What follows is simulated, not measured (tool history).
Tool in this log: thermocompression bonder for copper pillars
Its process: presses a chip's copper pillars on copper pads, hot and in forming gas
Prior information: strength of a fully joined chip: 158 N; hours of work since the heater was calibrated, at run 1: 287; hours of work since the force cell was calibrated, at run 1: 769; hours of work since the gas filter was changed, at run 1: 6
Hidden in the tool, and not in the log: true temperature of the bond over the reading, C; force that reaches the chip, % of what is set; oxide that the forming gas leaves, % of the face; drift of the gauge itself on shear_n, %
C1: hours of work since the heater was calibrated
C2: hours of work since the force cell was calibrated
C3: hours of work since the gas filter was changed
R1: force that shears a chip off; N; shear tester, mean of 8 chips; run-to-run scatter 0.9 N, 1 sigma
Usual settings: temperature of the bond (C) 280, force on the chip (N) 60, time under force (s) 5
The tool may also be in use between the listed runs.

Run 1, hour 0.0: usual settings; C1 287; C2 769; C3 6. Result: R1 114.0 N.
Run 2, hour 38.7: usual settings; C1 315; C2 796; C3 33. Result: R1 113.0 N.
Run 3, hour 81.2: usual settings; C1 345; C2 826; C3 63. Result: R1 114.0 N.
Run 4, hour 107.3: usual settings; C1 363; C2 845; C3 82. Result: R1 112.5 N.
Run 5, hour 129.0: usual settings; C1 379; C2 860; C3 97. Result: R1 111.3 N.
At hour 140.3: forming gas filter changed.
Run 6, hour 170.1: usual settings; C1 407; C2 889; C3 21. Result: R1 113.6 N.
Run 7, hour 207.1: usual settings but time under force (s) 8; C1 434; C2 915; C3 47. Result: R1 127.8 N.
Run 8, hour 248.2: usual settings; C1 463; C2 944; C3 76. Result: R1 114.7 N.
Run 9, hour 280.7: usual settings; C1 486; C2 967; C3 99. Result: R1 112.8 N.
At hour 290.1: forming gas filter changed.
Run 10, hour 327.7: usual settings; C1 519; C2 1000; C3 27. Result: R1 114.7 N.
Run 11, hour 376.4: usual settings; C1 553; C2 1034; C3 61. Result: R1 112.2 N.
Run 12, hour 421.7: usual settings but time under force (s) 4; C1 585; C2 1067; C3 93. Result: R1 106.6 N.
At hour 426.0: heater calibrated with a thermocouple chip.
At hour 438.2: forming gas filter changed.
Run 13, hour 457.0: usual settings; C1 22; C2 1090; C3 13. Result: R1 113.3 N.
Run 14, hour 494.2: usual settings; C1 48; C2 1116; C3 40. Result: R1 113.1 N.
Run 15, hour 525.9: usual settings; C1 70; C2 1138; C3 62. Result: R1 112.5 N.
Run 16, hour 570.6: usual settings but temperature of the bond (C) 270; C1 102; C2 1170; C3 94. Result: R1 103.9 N.
At hour 585.4: forming gas filter changed.
Run 17, hour 616.2: usual settings but temperature of the bond (C) 270; C1 134; C2 1202; C3 22. Result: R1 103.4 N.
Run 18, hour 661.1: usual settings; C1 166; C2 1234; C3 53. Result: R1 113.4 N.
Run 19, hour 686.6: usual settings; C1 184; C2 1252; C3 72. Result: R1 114.3 N.
Run 20, hour 724.8: usual settings but time under force (s) 4; C1 211; C2 1279; C3 99. Result: R1 106.3 N.
At hour 731.2: forming gas filter changed.
Run 21, hour 770.0: usual settings but temperature of the bond (C) 288; C1 242; C2 1310; C3 27. Result: R1 122.2 N.
Run 22, hour 805.4: usual settings but temperature of the bond (C) 288; C1 267; C2 1335; C3 52. Result: R1 119.3 N.
Run 23, hour 831.7: usual settings but temperature of the bond (C) 288; C1 286; C2 1354; C3 71. Result: R1 119.6 N.
Run 24, hour 875.1: usual settings but temperature of the bond (C) 288; C1 317; C2 1385; C3 102. Result: R1 120.1 N.
At hour 879.1: forming gas filter changed.
Run 25, hour 898.0: usual settings but temperature of the bond (C) 254, time under force (s) 14; C1 332; C2 1401; C3 13. Result: R1 118.8 N.
Run 26, hour 939.6: usual settings but temperature of the bond (C) 254, time under force (s) 14; C1 362; C2 1430; C3 43. Result: R1 120.5 N.
Run 27, hour 977.9: usual settings but temperature of the bond (C) 254, time under force (s) 14; C1 389; C2 1457; C3 70. Result: R1 118.7 N.
Run 28, hour 997.7: usual settings but temperature of the bond (C) 284, force on the chip (N) 43, time under force (s) 7; C1 403; C2 1471; C3 84. Result: R1 111.5 N.
At hour 1026.2: forming gas filter changed.
Run 29, hour 1029.9: usual settings but temperature of the bond (C) 272; C1 425; C2 1493; C3 3. Result: R1 104.4 N.
Run 30, hour 1066.0: usual settings but temperature of the bond (C) 272; C1 451; C2 1519; C3 28. Result: R1 106.3 N.
Run 31, hour 1100.8: usual settings but temperature of the bond (C) 274, force on the chip (N) 71, time under force (s) 4; C1 476; C2 1544; C3 53. Result: R1 111.0 N.
Run 32, hour 1140.0: usual settings but temperature of the bond (C) 274, force on the chip (N) 48, time under force (s) 4; C1 503; C2 1571; C3 80. Result: R1 91.1 N.
At hour 1171.8: forming gas filter changed.
Run 33, hour 1185.2: usual settings but temperature of the bond (C) 258, force on the chip (N) 88, time under force (s) 6; C1 535; C2 1603; C3 10. Result: R1 118.8 N.
Run 34, hour 1229.1: usual settings but temperature of the bond (C) 258, force on the chip (N) 88, time under force (s) 6; C1 566; C2 1634; C3 41. Result: R1 115.4 N.
At hour 1260.9: heater calibrated with a thermocouple chip.
Run 35, hour 1278.5: usual settings but temperature of the bond (C) 289, force on the chip (N) 77; C1 12; C2 1668; C3 74. Result: R1 129.1 N.
Run 36, hour 1317.6: usual settings but temperature of the bond (C) 265, force on the chip (N) 80, time under force (s) 13; C1 40; C2 1695; C3 102. Result: R1 138.6 N.
At hour 1321.9: forming gas filter changed.
Run 37, hour 1351.3: usual settings but temperature of the bond (C) 265, force on the chip (N) 80, time under force (s) 13; C1 64; C2 1719; C3 21. Result: R1 136.8 N.
Run 38, hour 1377.6: usual settings but force on the chip (N) 58, time under force (s) 3; C1 82; C2 1737; C3 39. Result: R1 97.0 N.

Across each entry between runs, compare the hidden state at the last listed run before it with the hidden state at the first listed run after it:
After run 5, before run 6: forming gas filter changed (hour 140.3)
  true temperature of the bond over the reading, C: 0.3 -> 0.4; oxide that the forming gas leaves, % of the face: 1.17 -> 0.65
After run 9, before run 10: forming gas filter changed (hour 290.1)
  force that reaches the chip, % of what is set: 100.3 -> 100.4; oxide that the forming gas leaves, % of the face: 1.2 -> 0.71
After run 12, before run 13: heater calibrated with a thermocouple chip (hour 426.0); forming gas filter changed (hour 438.2)
  true temperature of the bond over the reading, C: 0.6 -> 0; oxide that the forming gas leaves, % of the face: 1.18 -> 0.58
After run 16, before run 17: forming gas filter changed (hour 585.4)
  oxide that the forming gas leaves, % of the face: 1.15 -> 0.64
After run 20, before run 21: forming gas filter changed (hour 731.2)
  oxide that the forming gas leaves, % of the face: 1.19 -> 0.7
After run 24, before run 25: forming gas filter changed (hour 879.1)
  oxide that the forming gas leaves, % of the face: 1.23 -> 0.6
After run 28, before run 29: forming gas filter changed (hour 1026.2)
  oxide that the forming gas leaves, % of the face: 1.07 -> 0.53
After run 32, before run 33: forming gas filter changed (hour 1171.8)
  oxide that the forming gas leaves, % of the face: 1.07 -> 0.57
After run 34, before run 35: heater calibrated with a thermocouple chip (hour 1260.9)
  true temperature of the bond over the reading, C: 0.6 -> 0; oxide that the forming gas leaves, % of the face: 0.78 -> 1.02
After run 36, before run 37: forming gas filter changed (hour 1321.9)
  oxide that the forming gas leaves, % of the face: 1.2 -> 0.64
